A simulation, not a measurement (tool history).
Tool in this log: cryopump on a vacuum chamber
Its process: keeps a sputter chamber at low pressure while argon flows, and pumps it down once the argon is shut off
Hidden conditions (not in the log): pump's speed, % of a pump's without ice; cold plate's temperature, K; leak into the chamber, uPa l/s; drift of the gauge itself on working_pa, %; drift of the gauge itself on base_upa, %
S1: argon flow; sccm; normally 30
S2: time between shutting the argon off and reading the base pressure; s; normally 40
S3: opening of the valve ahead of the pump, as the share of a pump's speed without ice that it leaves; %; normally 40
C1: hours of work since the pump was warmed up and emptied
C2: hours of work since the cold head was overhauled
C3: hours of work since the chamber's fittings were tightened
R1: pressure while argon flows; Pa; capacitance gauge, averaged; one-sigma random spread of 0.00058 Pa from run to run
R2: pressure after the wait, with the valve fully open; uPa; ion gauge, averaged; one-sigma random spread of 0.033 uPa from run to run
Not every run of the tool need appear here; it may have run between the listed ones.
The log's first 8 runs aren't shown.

Run 9, hour 111.2: usual settings; C1 148; C2 148; C3 1654. Result: R1 0.0762 Pa, R2 2.46 uPa.
Run 10, hour 119.5: usual settings; C1 155; C2 155; C3 1662. Result: R1 0.0766 Pa, R2 2.38 uPa.
Run 11, hour 135.8: usual settings but S2 198 s; C1 169; C2 169; C3 1676. Result: R1 0.0771 Pa, R2 1.25 uPa.
Run 12, hour 145.7: usual settings but S1 32 sccm, S2 198 s; C1 177; C2 177; C3 1684. Result: R1 0.0827 Pa, R2 1.19 uPa.
Run 13, hour 155: usual settings but S1 32 sccm, S2 198 s; C1 185; C2 185; C3 1692. Result: R1 0.083 Pa, R2 1.23 uPa.
Run 14, hour 165.6: usual settings but S2 36 s; C1 194; C2 194; C3 1701. Result: R1 0.078 Pa, R2 2.61 uPa.
Run 15, hour 183.3: usual settings but S2 43 s; C1 210; C2 210; C3 1716. Result: R1 0.0789 Pa, R2 2.41 uPa.
Run 16, hour 191.6: usual settings but S2 43 s; C1 217; C2 217; C3 1723. Result: R1 0.079 Pa, R2 2.41 uPa.
Run 17, hour 203.8: usual settings but S1 55 sccm; C1 227; C2 227; C3 1734. Result: R1 0.1446 Pa, R2 2.64 uPa.
Run 18, hour 220.2: usual settings but S1 55 sccm; C1 241; C2 241; C3 1748. Result: R1 0.1459 Pa, R2 2.6 uPa.
Run 19, hour 232: usual settings but S2 86 s, S3 20 %; C1 251; C2 251; C3 1758. Result: R1 0.1534 Pa, R2 1.69 uPa.
Run 20, hour 248.1: usual settings but S1 14 sccm, S2 82 s, S3 54 %; C1 265; C2 265; C3 1772. Result: R1 0.0297 Pa, R2 1.78 uPa.
Run 21, hour 258.1: usual settings but S1 14 sccm, S2 82 s, S3 54 %; C1 274; C2 274; C3 1781. Result: R1 0.0293 Pa, R2 1.86 uPa.
Run 22, hour 272.7: usual settings but S1 14 sccm, S2 82 s, S3 54 %; C1 286; C2 286; C3 1793. Result: R1 0.0297 Pa, R2 1.89 uPa.
Run 23, hour 286.6: usual settings but S1 18 sccm, S2 24 s; C1 298; C2 298; C3 1805. Result: R1 0.0501 Pa, R2 3.8 uPa.
Run 24, hour 304.4: usual settings but S1 19 sccm, S3 59 %; C1 313; C2 313; C3 1820. Result: R1 0.0365 Pa, R2 2.66 uPa.
Run 25, hour 314.9: usual settings but S2 243 s, S3 17 %; C1 323; C2 323; C3 1829. Result: R1 0.181 Pa, R2 1.39 uPa.
Run 26, hour 323.6: usual settings but S2 243 s, S3 17 %; C1 330; C2 330; C3 1837. Result: R1 0.1798 Pa, R2 1.36 uPa.
Run 27, hour 334.6: usual settings but S2 243 s, S3 17 %; C1 339; C2 339; C3 1846. Result: R1 0.1815 Pa, R2 1.4 uPa.
Run 28, hour 346.2: usual settings but S2 243 s, S3 17 %; C1 349; C2 349; C3 1856. Result: R1 0.1805 Pa, R2 1.44 uPa.
Run 29, hour 363: usual settings but S2 243 s, S3 23 %; C1 364; C2 364; C3 1871. Result: R1 0.1378 Pa, R2 1.44 uPa.
Run 30, hour 378: usual settings but S1 33 sccm, S2 85 s, S3 15 %; C1 377; C2 377; C3 1883. Result: R1 0.2259 Pa, R2 1.95 uPa.
Run 31, hour 397: usual settings but S1 44 sccm, S2 85 s, S3 15 %; C1 393; C2 393; C3 1900. Result: R1 0.303 Pa, R2 1.95 uPa.

Run 32, settings as shown, results not yet in. Your forecast:
Run 32, hour 416: usual settings but S1 54 sccm, S2 33 s, S3 26 %; C1 409; C2 409; C3 1916. Result: R1 ?, R2 ?.

R1: 0.2248 Pa
R2: 3.23 uPa
Were there no unlogged condition in the tool, this run, its random variation unchanged, would have produced R1 0.2007 Pa, R2 2.13 uPa.
